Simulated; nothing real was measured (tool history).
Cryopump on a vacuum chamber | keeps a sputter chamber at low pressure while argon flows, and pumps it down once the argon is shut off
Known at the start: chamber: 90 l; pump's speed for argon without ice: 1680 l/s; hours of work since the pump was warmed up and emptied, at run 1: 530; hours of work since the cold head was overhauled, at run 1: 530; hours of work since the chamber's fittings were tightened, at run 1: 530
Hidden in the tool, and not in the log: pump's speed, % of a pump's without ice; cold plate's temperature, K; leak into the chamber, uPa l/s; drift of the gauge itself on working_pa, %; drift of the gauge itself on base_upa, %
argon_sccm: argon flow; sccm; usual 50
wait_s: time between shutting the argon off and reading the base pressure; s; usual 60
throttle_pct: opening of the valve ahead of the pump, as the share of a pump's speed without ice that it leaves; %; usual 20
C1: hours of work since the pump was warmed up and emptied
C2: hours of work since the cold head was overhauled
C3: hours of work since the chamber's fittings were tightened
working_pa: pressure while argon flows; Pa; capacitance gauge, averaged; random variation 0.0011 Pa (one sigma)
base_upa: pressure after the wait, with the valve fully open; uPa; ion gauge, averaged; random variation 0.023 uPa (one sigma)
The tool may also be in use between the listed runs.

Run 1, hour 0: usual settings; C1 530; C2 530; C3 530. Result: working_pa 0.2642 Pa, base_upa 1.28 uPa.
Run 2, hour 20: usual settings; C1 540; C2 540; C3 540. Result: working_pa 0.2663 Pa, base_upa 1.18 uPa.
Run 3, hour 36.3: usual settings but wait_s 101 s; C1 549; C2 549; C3 549. Result: working_pa 0.2648 Pa, base_upa 1 uPa.
Run 4, hour 48.3: usual settings but wait_s 101 s; C1 554; C2 554; C3 554. Result: working_pa 0.2652 Pa, base_upa 0.99 uPa.
Run 5, hour 74.7: usual settings but wait_s 101 s; C1 568; C2 568; C3 568. Result: working_pa 0.266 Pa, base_upa 1.05 uPa.
Run 6, hour 89.1: usual settings but wait_s 101 s; C1 575; C2 575; C3 575. Result: working_pa 0.267 Pa, base_upa 1.05 uPa.
Run 7, hour 109.3: usual settings; C1 585; C2 585; C3 585. Result: working_pa 0.2664 Pa, base_upa 1.27 uPa.
Run 8, hour 126.6: usual settings; C1 594; C2 594; C3 594. Result: working_pa 0.2678 Pa, base_upa 1.33 uPa.
Run 9, hour 151.7: usual settings; C1 606; C2 606; C3 606. Result: working_pa 0.2683 Pa, base_upa 1.34 uPa.
Run 10, hour 168.2: usual settings; C1 615; C2 615; C3 615. Result: working_pa 0.2686 Pa, base_upa 1.32 uPa.
Run 11, hour 181.4: usual settings but wait_s 101 s; C1 621; C2 621; C3 621. Result: working_pa 0.2673 Pa, base_upa 1.06 uPa.
Run 12, hour 201.7: usual settings but wait_s 101 s; C1 631; C2 631; C3 631. Result: working_pa 0.2681 Pa, base_upa 1.13 uPa.
Run 13, hour 226.7: usual settings but wait_s 39 s; C1 644; C2 644; C3 644. Result: working_pa 0.2696 Pa, base_upa 1.73 uPa.
Run 14, hour 253.2: usual settings but wait_s 39 s; C1 657; C2 657; C3 657. Result: working_pa 0.2686 Pa, base_upa 1.72 uPa.
Run 15, hour 276.2: usual settings but wait_s 39 s; C1 669; C2 669; C3 669. Result: working_pa 0.2691 Pa, base_upa 1.75 uPa.
Run 16, hour 294.5: usual settings but wait_s 39 s; C1 678; C2 678; C3 678. Result: working_pa 0.2714 Pa, base_upa 1.71 uPa.
Run 17, hour 310.3: usual settings but wait_s 39 s; C1 686; C2 686; C3 686. Result: working_pa 0.2695 Pa, base_upa 1.75 uPa.
Run 18, hour 334.2: usual settings but wait_s 39 s; C1 698; C2 698; C3 698. Result: working_pa 0.2698 Pa, base_upa 1.79 uPa.
Run 19, hour 353.8: usual settings but wait_s 39 s; C1 708; C2 708; C3 708. Result: working_pa 0.2722 Pa, base_upa 1.74 uPa.
Run 20, hour 374.5: usual settings but argon_sccm 63 sccm, wait_s 39 s; C1 718; C2 718; C3 718. Result: working_pa 0.3439 Pa, base_upa 1.85 uPa.
Run 21, hour 391: usual settings but argon_sccm 63 sccm, wait_s 39 s; C1 726; C2 726; C3 726. Result: working_pa 0.3432 Pa, base_upa 1.77 uPa.
Run 22, hour 407.8: usual settings but argon_sccm 89 sccm, wait_s 96 s, throttle_pct 30 %; C1 735; C2 735; C3 735. Result: working_pa 0.3358 Pa, base_upa 1.33 uPa.
Run 23, hour 433.4: usual settings but argon_sccm 89 sccm, wait_s 96 s, throttle_pct 30 %; C1 747; C2 747; C3 747. Result: working_pa 0.3397 Pa, base_upa 1.29 uPa.
Run 24, hour 448.5: usual settings but argon_sccm 32 sccm, wait_s 71 s, throttle_pct 36 %; C1 755; C2 755; C3 755. Result: working_pa 0.1032 Pa, base_upa 1.46 uPa.
Run 25, hour 472.2: usual settings but argon_sccm 32 sccm, wait_s 71 s, throttle_pct 36 %; C1 767; C2 767; C3 767. Result: working_pa 0.1037 Pa, base_upa 1.47 uPa.
Run 26, hour 489.7: usual settings but argon_sccm 32 sccm, wait_s 71 s, throttle_pct 36 %; C1 776; C2 776; C3 776. Result: working_pa 0.1049 Pa, base_upa 1.52 uPa.
Run 27, hour 513.9: usual settings but argon_sccm 45 sccm, throttle_pct 59 %; C1 788; C2 788; C3 788. Result: working_pa 0.0977 Pa, base_upa 1.63 uPa.
Run 28, hour 530.7: usual settings but argon_sccm 27 sccm, wait_s 200 s, throttle_pct 19 %; C1 796; C2 796; C3 796. Result: working_pa 0.1561 Pa, base_upa 1.23 uPa.
Run 29, hour 558.3: usual settings but argon_sccm 27 sccm, wait_s 200 s, throttle_pct 19 %; C1 810; C2 810; C3 810. Result: working_pa 0.1556 Pa, base_upa 1.22 uPa.
Run 30, hour 581.8: usual settings but argon_sccm 29 sccm, wait_s 254 s, throttle_pct 51 %; C1 822; C2 822; C3 822. Result: working_pa 0.0714 Pa, base_upa 1.18 uPa.
At hour 601.3: pump warmed up, emptied and cooled again.
Run 31, hour 614.8: usual settings but argon_sccm 31 sccm, throttle_pct 41 %; C1 7; C2 836; C3 836. Result: working_pa 0.0758 Pa, base_upa 1.31 uPa.
Run 32, hour 627.6: usual settings but argon_sccm 56 sccm, wait_s 96 s, throttle_pct 19 %; C1 13; C2 842; C3 842. Result: working_pa 0.2999 Pa, base_upa 1.08 uPa.
Run 33, hour 643.4: usual settings but argon_sccm 56 sccm, wait_s 96 s, throttle_pct 19 %; C1 21; C2 850; C3 850. Result: working_pa 0.2989 Pa, base_upa 1.09 uPa.
Run 34, hour 657.4: usual settings but wait_s 86 s, throttle_pct 21 %; C1 28; C2 857; C3 857. Result: working_pa 0.2389 Pa, base_upa 1.18 uPa.

3 ways to go on from here, each from the tool as it stands after run 34. What would each give?
Run A, hour 675.3: usual settings but argon_sccm 39 sccm, wait_s 191 s, throttle_pct 37 %; C1 37; C2 866; C3 866. Result: working_pa ?, base_upa ?.
Run B, hour 675.3: usual settings but argon_sccm 51 sccm, throttle_pct 27 %; C1 37; C2 866; C3 866. Result: working_pa ?, base_upa ?.
Run C, hour 675.3: usual settings but argon_sccm 41 sccm, wait_s 118 s, throttle_pct 24 %; C1 37; C2 866; C3 866. Result: working_pa ?, base_upa ?.

run  working_pa  base_upa
  A      0.1068       0.9
  B      0.1893      1.32
  C      0.1727      1.03
Without the tool's hidden state the same runs would have given:
run  working_pa  base_upa
  A      0.1055      0.33
  B      0.1876      0.74
  C      0.1714      0.45
